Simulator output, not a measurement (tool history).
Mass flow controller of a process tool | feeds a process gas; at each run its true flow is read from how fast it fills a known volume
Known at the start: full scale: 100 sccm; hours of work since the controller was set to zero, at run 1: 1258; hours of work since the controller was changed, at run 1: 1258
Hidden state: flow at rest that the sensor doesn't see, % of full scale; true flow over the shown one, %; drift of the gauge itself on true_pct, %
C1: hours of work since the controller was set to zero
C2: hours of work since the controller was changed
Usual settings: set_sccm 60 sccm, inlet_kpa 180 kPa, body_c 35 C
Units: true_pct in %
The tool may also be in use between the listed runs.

{"run": 1, "hour": 0.0, "set_sccm": 60, "inlet_kpa": 180, "body_c": 35, "C1": 1258, "C2": 1258, "true_pct": 98.23}
{"run": 2, "hour": 155.1, "set_sccm": 60, "inlet_kpa": 180, "body_c": 35, "C1": 1378, "C2": 1378, "true_pct": 98.3}
{"run": 3, "hour": 294.2, "set_sccm": 60, "inlet_kpa": 180, "body_c": 23, "C1": 1485, "C2": 1485, "true_pct": 98.64}
{"run": 4, "hour": 393.0, "set_sccm": 60, "inlet_kpa": 180, "body_c": 35, "C1": 1562, "C2": 1562, "true_pct": 98.12}
{"run": 5, "hour": 533.0, "set_sccm": 60, "inlet_kpa": 180, "body_c": 29, "C1": 1670, "C2": 1670, "true_pct": 98.33}
{"run": 6, "hour": 693.2, "set_sccm": 60, "inlet_kpa": 180, "body_c": 29, "C1": 1794, "C2": 1794, "true_pct": 98.28}
{"run": 7, "hour": 909.1, "set_sccm": 47, "inlet_kpa": 180, "body_c": 35, "C1": 1961, "C2": 1961, "true_pct": 97.67}
{"run": 8, "hour": 1039.0, "set_sccm": 47, "inlet_kpa": 180, "body_c": 35, "C1": 2062, "C2": 2062, "true_pct": 97.52}
{"run": 9, "hour": 1243.7, "set_sccm": 60, "inlet_kpa": 180, "body_c": 35, "C1": 2220, "C2": 2220, "true_pct": 97.9}
{"run": 10, "hour": 1374.0, "set_sccm": 60, "inlet_kpa": 180, "body_c": 35, "C1": 2321, "C2": 2321, "true_pct": 97.77}
{"run": 11, "hour": 1483.1, "set_sccm": 60, "inlet_kpa": 163, "body_c": 35, "C1": 2405, "C2": 2405, "true_pct": 97.9}
{"run": 12, "hour": 1696.7, "set_sccm": 60, "inlet_kpa": 180, "body_c": 37, "C1": 2570, "C2": 2570, "true_pct": 97.47}
{"run": 13, "hour": 1834.3, "set_sccm": 29, "inlet_kpa": 180, "body_c": 35, "C1": 2677, "C2": 2677, "true_pct": 96.81}
{"run": 14, "hour": 2058.3, "set_sccm": 29, "inlet_kpa": 180, "body_c": 35, "C1": 2850, "C2": 2850, "true_pct": 96.65}
{"run": 15, "hour": 2166.2, "set_sccm": 29, "inlet_kpa": 222, "body_c": 31, "C1": 2934, "C2": 2934, "true_pct": 96.68}
{"run": 16, "hour": 2291.8, "set_sccm": 64, "inlet_kpa": 153, "body_c": 35, "C1": 3031, "C2": 3031, "true_pct": 97.51}
{"run": 17, "hour": 2483.4, "set_sccm": 64, "inlet_kpa": 164, "body_c": 35, "C1": 3179, "C2": 3179, "true_pct": 97.32}
{"run": 18, "hour": 2600.5, "set_sccm": 14, "inlet_kpa": 224, "body_c": 35, "C1": 3270, "C2": 3270, "true_pct": 95.21}
{"run": 19, "hour": 2780.2, "set_sccm": 15, "inlet_kpa": 170, "body_c": 31, "C1": 3409, "C2": 3409, "true_pct": 95.52}
{"run": 20, "hour": 2896.8, "set_sccm": 40, "inlet_kpa": 170, "body_c": 31, "C1": 3499, "C2": 3499, "true_pct": 96.85}
{"run": 21, "hour": 3118.5, "set_sccm": 40, "inlet_kpa": 170, "body_c": 31, "C1": 3670, "C2": 3670, "true_pct": 96.66}
{"run": 22, "hour": 3280.0, "set_sccm": 40, "inlet_kpa": 174, "body_c": 36, "C1": 3795, "C2": 3795, "true_pct": 96.52}
{"run": 23, "hour": 3387.4, "set_sccm": 40, "inlet_kpa": 223, "body_c": 26, "C1": 3878, "C2": 3878, "true_pct": 96.8}
{"run": 24, "hour": 3539.8, "set_sccm": 40, "inlet_kpa": 175, "body_c": 28, "C1": 3996, "C2": 3996, "true_pct": 96.76}
{"run": 25, "hour": 3743.8, "set_sccm": 10, "inlet_kpa": 223, "body_c": 31, "C1": 4154, "C2": 4154, "true_pct": 93.73}
{"run": 26, "hour": 3937.8, "set_sccm": 10, "inlet_kpa": 223, "body_c": 31, "C1": 4304, "C2": 4304, "true_pct": 93.66}
{"run": 27, "hour": 4028.4, "set_sccm": 10, "inlet_kpa": 223, "body_c": 31, "C1": 4374, "C2": 4374, "true_pct": 93.62}
{"run": 28, "hour": 4211.5, "set_sccm": 10, "inlet_kpa": 223, "body_c": 31, "C1": 4516, "C2": 4516, "true_pct": 93.46}

5 ways to go on from here, each from the tool as it stands after run 28. What would each give?
{"run": "A", "hour": 4412.0, "set_sccm": 60, "inlet_kpa": 180, "body_c": 26, "C1": 4671, "C2": 4671, "true_pct": "?"}
{"run": "B", "hour": 4412.0, "set_sccm": 40, "inlet_kpa": 194, "body_c": 31, "C1": 4671, "C2": 4671, "true_pct": "?"}
{"run": "C", "hour": 4412.0, "set_sccm": 20, "inlet_kpa": 223, "body_c": 31, "C1": 4671, "C2": 4671, "true_pct": "?"}
{"run": "D", "hour": 4412.0, "set_sccm": 60, "inlet_kpa": 180, "body_c": 30, "C1": 4671, "C2": 4671, "true_pct": "?"}
{"run": "E", "hour": 4412.0, "set_sccm": 10, "inlet_kpa": 173, "body_c": 31, "C1": 4671, "C2": 4671, "true_pct": "?"}

run=A true_pct=97.10
run=B true_pct=96.19
run=C true_pct=94.85
run=D true_pct=96.83
run=E true_pct=93.51
Without the tool's hidden state the same runs would have given:
run=A true_pct=99.33
run=B true_pct=98.67
run=C true_pct=98.05
run=D true_pct=99.07
run=E true_pct=98.18

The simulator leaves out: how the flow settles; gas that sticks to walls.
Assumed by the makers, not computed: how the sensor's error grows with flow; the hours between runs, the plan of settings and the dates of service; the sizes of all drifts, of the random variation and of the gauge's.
